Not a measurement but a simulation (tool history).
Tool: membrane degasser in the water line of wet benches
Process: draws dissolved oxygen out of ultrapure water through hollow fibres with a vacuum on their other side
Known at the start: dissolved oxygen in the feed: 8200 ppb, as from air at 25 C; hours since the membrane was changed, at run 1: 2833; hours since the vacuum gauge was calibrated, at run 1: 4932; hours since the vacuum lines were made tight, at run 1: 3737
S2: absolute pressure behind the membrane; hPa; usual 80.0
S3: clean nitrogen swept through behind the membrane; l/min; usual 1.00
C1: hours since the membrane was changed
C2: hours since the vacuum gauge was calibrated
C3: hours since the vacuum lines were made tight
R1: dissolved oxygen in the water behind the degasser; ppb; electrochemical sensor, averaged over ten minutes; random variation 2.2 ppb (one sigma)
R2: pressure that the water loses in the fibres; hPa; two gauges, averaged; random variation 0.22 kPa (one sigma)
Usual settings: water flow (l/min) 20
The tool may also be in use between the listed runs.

Run 1, hour 0.0: usual settings; C1 2833; C2 4932; C3 3737. Result: R1 230.6 ppb, R2 548.3 hPa.
Run 2, hour 126.7: usual settings; C1 2960; C2 5059; C3 3864. Result: R1 236.9 ppb, R2 549.4 hPa.
Run 3, hour 262.3: usual settings; C1 3095; C2 5194; C3 3999. Result: R1 235.7 ppb, R2 549.6 hPa.
Run 4, hour 354.7: usual settings; C1 3188; C2 5287; C3 4092. Result: R1 234.7 ppb, R2 551.4 hPa.
Run 5, hour 487.5: usual settings; C1 3321; C2 5419; C3 4225. Result: R1 238.4 ppb, R2 550.4 hPa.
Run 6, hour 578.3: usual settings; C1 3411; C2 5510; C3 4315. Result: R1 233.8 ppb, R2 549.6 hPa.
Run 7, hour 693.5: usual settings; C1 3527; C2 5625; C3 4431. Result: R1 241.5 ppb, R2 556.3 hPa.
Run 8, hour 767.7: usual settings; C1 3601; C2 5700; C3 4505. Result: R1 242.4 ppb, R2 552.2 hPa.
Run 9, hour 916.3: usual settings but water flow (l/min) 26; C1 3749; C2 5848; C3 4653. Result: R1 317.0 ppb, R2 721.2 hPa.
Run 10, hour 1003.5: usual settings but water flow (l/min) 26; C1 3837; C2 5935; C3 4740. Result: R1 311.3 ppb, R2 717.5 hPa.
At hour 1019.1: seals of the vacuum lines changed.
Run 11, hour 1086.4: usual settings but water flow (l/min) 26; C1 3917; C2 6016; C3 67. Result: R1 311.9 ppb, R2 723.6 hPa.
Run 12, hour 1233.8: usual settings but water flow (l/min) 27; C1 4065; C2 6164; C3 215. Result: R1 323.8 ppb, R2 749.5 hPa.
Run 13, hour 1313.7: usual settings but water flow (l/min) 27; C1 4145; C2 6244; C3 295. Result: R1 317.8 ppb, R2 751.1 hPa.
Run 14, hour 1398.9: usual settings; C1 4230; C2 6329; C3 380. Result: R1 240.3 ppb, R2 554.1 hPa.
Run 15, hour 1537.1: usual settings; C1 4368; C2 6467; C3 518. Result: R1 237.7 ppb, R2 556.5 hPa.
Run 16, hour 1678.0: usual settings but S3 0.52 l/min; C1 4509; C2 6608; C3 659. Result: R1 411.1 ppb, R2 556.6 hPa.
Run 17, hour 1833.5: usual settings but water flow (l/min) 31, S2 48.3 hPa, S3 0.76 l/min; C1 4664; C2 6763; C3 814. Result: R1 223.5 ppb, R2 869.3 hPa.
Run 18, hour 1925.4: usual settings but water flow (l/min) 31, S2 48.3 hPa, S3 0.76 l/min; C1 4756; C2 6855; C3 906. Result: R1 228.2 ppb, R2 867.7 hPa.
Run 19, hour 2091.2: usual settings but S2 64.5 hPa, S3 1.52 l/min; C1 4922; C2 7021; C3 1072. Result: R1 124.8 ppb, R2 565.9 hPa.
Run 20, hour 2225.2: usual settings but water flow (l/min) 31, S2 186.1 hPa, S3 0.92 l/min; C1 5056; C2 7155; C3 1206. Result: R1 1049.5 ppb, R2 867.4 hPa.
Run 21, hour 2348.3: usual settings but water flow (l/min) 12, S2 49.5 hPa, S3 0.78 l/min; C1 5179; C2 7278; C3 1329. Result: R1 83.8 ppb, R2 340.1 hPa.
Run 22, hour 2488.4: usual settings but water flow (l/min) 12, S2 49.5 hPa, S3 0.78 l/min; C1 5319; C2 7418; C3 1469. Result: R1 85.7 ppb, R2 341.2 hPa.
Run 23, hour 2604.7: usual settings but water flow (l/min) 17; C1 5436; C2 7535; C3 1586. Result: R1 212.6 ppb, R2 479.9 hPa.
Run 24, hour 2761.6: usual settings but S2 85.2 hPa; C1 5593; C2 7692; C3 1742. Result: R1 270.9 ppb, R2 568.6 hPa.
Run 25, hour 2900.7: usual settings but S2 70.6 hPa, S3 0.81 l/min; C1 5732; C2 7831; C3 1882. Result: R1 250.5 ppb, R2 566.0 hPa.
Run 26, hour 3041.3: usual settings but water flow (l/min) 25, S3 1.86 l/min; C1 5872; C2 7971; C3 2022. Result: R1 192.8 ppb, R2 707.5 hPa.
Run 27, hour 3128.6: usual settings but water flow (l/min) 22, S2 147.3 hPa, S3 2.18 l/min; C1 5960; C2 8059; C3 2110. Result: R1 295.8 ppb, R2 624.9 hPa.
At hour 3248.9: vacuum gauge calibrated.
Run 28, hour 3296.9: usual settings but water flow (l/min) 22, S2 147.3 hPa, S3 2.18 l/min; C1 6127; C2 48; C3 2277. Result: R1 281.0 ppb, R2 626.3 hPa.
Run 29, hour 3430.6: usual settings but water flow (l/min) 22, S2 147.3 hPa, S3 2.18 l/min; C1 6261; C2 182; C3 2411. Result: R1 285.8 ppb, R2 627.9 hPa.
Run 30, hour 3569.0: usual settings but water flow (l/min) 22, S2 147.3 hPa, S3 2.18 l/min; C1 6399; C2 320; C3 2549. Result: R1 283.3 ppb, R2 627.4 hPa.
Run 31, hour 3698.6: usual settings but water flow (l/min) 19, S2 81.6 hPa, S3 2.51 l/min; C1 6529; C2 450; C3 2679. Result: R1 98.3 ppb, R2 546.5 hPa.

4 ways to go on from here, each from the tool as it stands after run 31. What would each give?
Run A, hour 3848.3: usual settings but water flow (l/min) 18, S2 81.6 hPa, S3 1.42 l/min; C1 6679; C2 599; C3 2829. Result: R1 ?, R2 ?.
Run B, hour 3848.3: usual settings but water flow (l/min) 17, S2 64.7 hPa, S3 1.32 l/min; C1 6679; C2 599; C3 2829. Result: R1 ?, R2 ?.
Run C, hour 3848.3: usual settings but water flow (l/min) 16, S3 2.83 l/min; C1 6679; C2 599; C3 2829. Result: R1 ?, R2 ?.
Run D, hour 3848.3: usual settings but S3 1.03 l/min; C1 6679; C2 599; C3 2829. Result: R1 ?, R2 ?.

run     R1     R2
  A  154.0  519.0
  B  104.4  488.9
  C   69.9  456.3
  D  217.0  573.9
Without the tool's hidden state the same runs would have given:
run     R1     R2
  A  148.5  482.0
  B   99.6  453.9
  C   66.9  423.4
  D  209.3  532.9
